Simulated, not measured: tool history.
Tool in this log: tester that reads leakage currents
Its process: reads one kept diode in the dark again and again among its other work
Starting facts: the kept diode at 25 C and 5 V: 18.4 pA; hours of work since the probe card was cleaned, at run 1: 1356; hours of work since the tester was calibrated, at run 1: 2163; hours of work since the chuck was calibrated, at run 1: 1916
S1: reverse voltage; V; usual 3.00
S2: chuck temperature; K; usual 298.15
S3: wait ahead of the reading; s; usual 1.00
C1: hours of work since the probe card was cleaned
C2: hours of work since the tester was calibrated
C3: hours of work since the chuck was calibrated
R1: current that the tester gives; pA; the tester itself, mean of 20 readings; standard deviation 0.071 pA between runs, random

Run 1, hour 0.0: usual settings; C1 1356; C2 2163; C3 1916. Result: R1 16.75 pA.
Run 2, hour 123.8: usual settings; C1 1432; C2 2240; C3 1993. Result: R1 16.78 pA.
Run 3, hour 191.0: usual settings but S2 303.15 K; C1 1474; C2 2281; C3 2034. Result: R1 23.61 pA.
Run 4, hour 282.9: usual settings; C1 1530; C2 2338; C3 2091. Result: R1 16.85 pA.
Run 5, hour 377.7: usual settings but S2 295.15 K; C1 1589; C2 2396; C3 2149. Result: R1 13.83 pA.
Run 6, hour 448.0: usual settings but S2 302.15 K; C1 1632; C2 2440; C3 2193. Result: R1 22.34 pA.
Run 7, hour 530.2: usual settings but S2 302.15 K; C1 1683; C2 2490; C3 2243. Result: R1 22.30 pA.
At hour 555.0: probe card cleaned and baked.
Run 8, hour 634.9: usual settings but S2 302.15 K; C1 49; C2 2553; C3 2306. Result: R1 22.24 pA.
At hour 676.3: chuck's temperature calibrated.
Run 9, hour 740.6: usual settings but S1 16.06 V; C1 113; C2 2617; C3 40. Result: R1 32.97 pA.
Run 10, hour 837.3: usual settings but S1 16.06 V; C1 173; C2 2677; C3 99. Result: R1 32.74 pA.
Run 11, hour 905.6: usual settings; C1 215; C2 2719; C3 141. Result: R1 16.85 pA.
Run 12, hour 963.7: usual settings; C1 251; C2 2755; C3 177. Result: R1 16.91 pA.
Run 13, hour 1074.8: usual settings; C1 319; C2 2823; C3 246. Result: R1 16.88 pA.
Run 14, hour 1157.3: usual settings; C1 370; C2 2874; C3 297. Result: R1 16.98 pA.
Run 15, hour 1282.5: usual settings; C1 447; C2 2951; C3 374. Result: R1 17.05 pA.
Run 16, hour 1411.2: usual settings; C1 527; C2 3031; C3 453. Result: R1 16.97 pA.
Run 17, hour 1541.5: usual settings; C1 607; C2 3111; C3 534. Result: R1 16.85 pA.
Run 18, hour 1672.7: usual settings; C1 688; C2 3192; C3 615. Result: R1 16.77 pA.
Run 19, hour 1759.5: usual settings; C1 742; C2 3245; C3 668. Result: R1 17.05 pA.
Run 20, hour 1870.3: usual settings; C1 810; C2 3314; C3 736. Result: R1 16.82 pA.
Run 21, hour 1996.5: usual settings but S1 19.63 V, S2 300.15 K, S3 2.00 s; C1 888; C2 3392; C3 814. Result: R1 36.72 pA.
Run 22, hour 2081.0: usual settings but S1 19.63 V, S2 300.15 K, S3 2.00 s; C1 940; C2 3444; C3 866. Result: R1 36.95 pA.
Run 23, hour 2158.1: usual settings but S2 300.15 K; C1 988; C2 3491; C3 914. Result: R1 19.50 pA.
Run 24, hour 2230.0: usual settings but S2 299.15 K, S3 9.10 s; C1 1032; C2 3536; C3 958. Result: R1 17.17 pA.
Run 25, hour 2349.4: usual settings but S2 299.15 K, S3 9.10 s; C1 1106; C2 3609; C3 1032. Result: R1 17.03 pA.
Run 26, hour 2419.1: usual settings but S1 5.28 V, S2 297.15 K, S3 1.07 s; C1 1149; C2 3652; C3 1075. Result: R1 19.41 pA.
Run 27, hour 2487.3: usual settings but S1 1.17 V, S3 2.69 s; C1 1191; C2 3694; C3 1117. Result: R1 11.96 pA.
Run 28, hour 2547.5: usual settings but S1 1.17 V, S3 2.69 s; C1 1228; C2 3731; C3 1154. Result: R1 11.84 pA.
Run 29, hour 2680.1: usual settings but S1 16.37 V, S3 2.69 s; C1 1310; C2 3813; C3 1236. Result: R1 29.33 pA.
Run 30, hour 2773.6: usual settings but S1 16.37 V, S3 2.69 s; C1 1367; C2 3871; C3 1294. Result: R1 29.24 pA.
Run 31, hour 2843.1: usual settings but S1 16.37 V, S3 2.69 s; C1 1410; C2 3914; C3 1336. Result: R1 29.22 pA.
Run 32, hour 2924.3: usual settings but S1 4.33 V, S3 5.89 s; C1 1460; C2 3964; C3 1387. Result: R1 17.91 pA.
Run 33, hour 3030.4: usual settings but S1 5.14 V, S3 1.49 s; C1 1526; C2 4029; C3 1452. Result: R1 20.13 pA.
Run 34, hour 3166.7: usual settings but S1 12.45 V, S2 305.15 K, S3 9.33 s; C1 1610; C2 4113; C3 1536. Result: R1 41.25 pA.
Run 35, hour 3231.0: usual settings but S1 4.20 V, S2 301.15 K, S3 4.00 s; C1 1649; C2 4153; C3 1576. Result: R1 22.17 pA.
Run 36, hour 3290.7: usual settings but S1 4.43 V, S2 302.15 K, S3 0.40 s; C1 1686; C2 4190; C3 1613. Result: R1 28.10 pA.
At hour 3314.1: probe card cleaned and baked.
Run 37, hour 3419.8: usual settings but S1 4.43 V, S2 302.15 K, S3 1.99 s; C1 65; C2 4268; C3 1690. Result: R1 24.62 pA.
Run 38, hour 3483.1: usual settings but S1 14.57 V, S2 293.15 K, S3 1.64 s; C1 104; C2 4307; C3 1729. Result: R1 21.41 pA.
Run 39, hour 3606.8: usual settings but S1 14.57 V, S2 293.15 K, S3 1.64 s; C1 181; C2 4383; C3 1806. Result: R1 21.33 pA.

How the hidden state differs across the entries between the runs, from the last listed run before each to the first after it:
In the gap between runs 7 and 8: probe card cleaned and baked (hour 555.0)
  stray current of the dirty probe card, pA a volt: 0.023 -> 0.02
In the gap between runs 8 and 9: chuck's temperature calibrated (hour 676.3)
  nothing in the hidden state changes from one run to the other
In the gap between runs 36 and 37: probe card cleaned and baked (hour 3314.1)
  stray current of the dirty probe card, pA a volt: 0.023 -> 0.02

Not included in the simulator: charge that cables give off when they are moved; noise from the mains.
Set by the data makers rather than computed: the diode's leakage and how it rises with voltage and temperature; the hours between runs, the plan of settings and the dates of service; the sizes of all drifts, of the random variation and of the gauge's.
